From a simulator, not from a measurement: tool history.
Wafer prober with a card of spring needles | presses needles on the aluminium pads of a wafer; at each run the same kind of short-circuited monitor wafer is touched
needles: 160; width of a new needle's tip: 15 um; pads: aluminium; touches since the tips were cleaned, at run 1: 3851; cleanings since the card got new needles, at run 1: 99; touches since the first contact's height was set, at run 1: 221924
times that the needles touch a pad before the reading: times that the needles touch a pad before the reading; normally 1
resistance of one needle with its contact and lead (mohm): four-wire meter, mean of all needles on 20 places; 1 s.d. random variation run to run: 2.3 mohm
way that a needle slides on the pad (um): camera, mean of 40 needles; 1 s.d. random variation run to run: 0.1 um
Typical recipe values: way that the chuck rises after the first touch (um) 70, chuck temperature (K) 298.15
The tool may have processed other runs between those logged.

run	hour	way that the chuck rises after the first touch (um)	chuck temperature (K)	times that the needles touch a pad before the reading	touches since the tips were cleaned	cleanings since the card got new needles	touches since the first contact's height was set	resistance of one needle with its contact and lead (mohm)	way that a needle slides on the pad (um)
1	0.0	70	298.15	1	3851	99	221924	331	7.96
# hour 1.4: tips cleaned on abrasive film
# hour 12.0: tips cleaned on abrasive film
2	16.1	70	298.15	1	1970	101	229575	329	7.84
# hour 21.7: tips cleaned on abrasive film
# hour 30.6: tips cleaned on abrasive film
# hour 39.9: tips cleaned on abrasive film
3	39.9	70	298.15	2	0	104	240832	273	7.88
# hour 43.2: height of the first contact set anew
# hour 49.4: tips cleaned on abrasive film
# hour 59.9: tips cleaned on abrasive film
4	65.7	70	298.15	1	2788	106	10714	330	7.89
# hour 68.9: tips cleaned on abrasive film
# hour 79.6: tips cleaned on abrasive film
5	83.8	70	298.15	1	1997	108	19326	325	7.73
# hour 89.2: tips cleaned on abrasive film
6	95.1	70	298.15	1	2852	109	24723	333	7.72
# hour 98.1: tips cleaned on abrasive film
# hour 107.0: tips cleaned on abrasive film
# hour 117.6: tips cleaned on abrasive film
7	119.6	79	298.15	1	940	112	36310	301	8.64
# hour 126.8: tips cleaned on abrasive film
# hour 136.1: tips cleaned on abrasive film
8	137.3	79	298.15	1	578	114	44751	293	8.63
# hour 145.0: tips cleaned on abrasive film
# hour 154.0: tips cleaned on abrasive film
9	157.0	70	298.15	1	1464	116	54125	311	7.40
# hour 161.6: height of the first contact set anew, once more
# hour 163.7: tips cleaned on abrasive film
# hour 172.6: tips cleaned on abrasive film
10	173.2	70	298.15	1	290	118	5440	284	8.27
# hour 181.3: tips cleaned on abrasive film
# hour 191.1: tips cleaned on abrasive film
11	194.7	70	321.15	1	1742	120	15707	316	8.32
# hour 200.2: tips cleaned on abrasive film
# hour 210.1: tips cleaned on abrasive film
12	216.9	70	321.15	1	3293	122	26259	333	8.50
# hour 219.2: tips cleaned on abrasive film
# hour 229.5: tips cleaned on abrasive film
# hour 238.9: tips cleaned on abrasive film
13	239.3	70	298.15	2	194	125	36874	273	8.24
# hour 248.9: tips cleaned on abrasive film
14	254.2	70	298.15	2	2550	126	43997	300	8.39
# hour 258.0: tips cleaned on abrasive film
15	265.2	70	298.15	2	3438	127	49200	306	8.19
# hour 267.4: tips cleaned on abrasive film
# hour 276.5: tips cleaned on abrasive film
16	276.5	70	298.15	2	0	129	54569	269	8.09
# hour 285.4: tips cleaned on abrasive film
17	289.8	67	321.15	2	2145	130	60901	307	7.91
# hour 294.9: tips cleaned on abrasive film
# hour 305.3: tips cleaned on abrasive film
18	311.2	67	321.15	2	2834	132	71079	310	7.91
# hour 315.6: tips cleaned on abrasive film
# hour 324.9: tips cleaned on abrasive film
# hour 334.5: tips cleaned on abrasive film
19	335.1	67	321.15	2	286	135	82412	289	8.02
# hour 344.7: tips cleaned on abrasive film
# hour 354.7: tips cleaned on abrasive film
20	359.6	68	317.15	3	2390	137	94097	293	7.89
# hour 363.5: tips cleaned on abrasive film
# hour 373.3: tips cleaned on abrasive film
21	380.3	68	317.15	3	3342	139	103905	291	7.97
# hour 383.9: tips cleaned on abrasive film
# hour 393.9: tips cleaned on abrasive film
# hour 403.6: tips cleaned on abrasive film
22	403.9	66	311.15	2	174	142	115132	281	7.79
# hour 412.3: tips cleaned on abrasive film
23	417.7	66	311.15	2	2561	143	121684	314	7.69
# hour 422.5: tips cleaned on abrasive film
24	429.8	70	338.15	1	3528	144	127461	343	8.16
# hour 431.3: tips cleaned on abrasive film
# hour 442.2: tips cleaned on abrasive film
25	449.4	68	298.15	1	3487	146	136785	339	7.94
# hour 451.2: tips cleaned on abrasive film
# hour 461.9: tips cleaned on abrasive film
26	468.8	63	328.15	2	3343	148	146007	331	7.29
# hour 472.4: tips cleaned on abrasive film
# hour 482.5: tips cleaned on abrasive film
27	485.7	63	328.15	2	1554	150	154039	317	7.21
# hour 491.4: tips cleaned on abrasive film
# hour 500.3: tips cleaned on abrasive film
# hour 509.2: tips cleaned on abrasive film
28	511.3	63	328.15	2	1026	153	166175	306	7.11
# hour 518.1: tips cleaned on abrasive film
29	523.1	59	379.15	1	2421	154	171799	370	6.60

Branching from run 29: 5 alternative next runs. What would each branch give?
# hour 527.5: tips cleaned on abrasive film
# hour 536.5: tips cleaned on abrasive film
A	536.8	68	337.15	3	140	156	178258	?	?
# hour 527.5: tips cleaned on abrasive film
# hour 536.5: tips cleaned on abrasive film
B	536.8	59	360.15	1	140	156	178258	?	?
# hour 527.5: tips cleaned on abrasive film
# hour 536.5: tips cleaned on abrasive film
C	536.8	59	328.15	2	140	156	178258	?	?
# hour 527.5: tips cleaned on abrasive film
# hour 536.5: tips cleaned on abrasive film
D	536.8	70	341.15	1	140	156	178258	?	?
# hour 527.5: tips cleaned on abrasive film
# hour 536.5: tips cleaned on abrasive film
E	536.8	67	346.15	1	140	156	178258	?	?

run	resistance of one needle with its contact and lead (mohm)	way that a needle slides on the pad (um)
A	284	7.65
B	303	6.77
C	292	6.73
D	289	7.93
E	299	7.62
Without the tool's unlogged condition, the same runs would have read:
run	resistance of one needle with its contact and lead (mohm)	way that a needle slides on the pad (um)
A	277	8.10
B	283	7.22
C	278	7.18
D	274	8.37
E	283	8.08

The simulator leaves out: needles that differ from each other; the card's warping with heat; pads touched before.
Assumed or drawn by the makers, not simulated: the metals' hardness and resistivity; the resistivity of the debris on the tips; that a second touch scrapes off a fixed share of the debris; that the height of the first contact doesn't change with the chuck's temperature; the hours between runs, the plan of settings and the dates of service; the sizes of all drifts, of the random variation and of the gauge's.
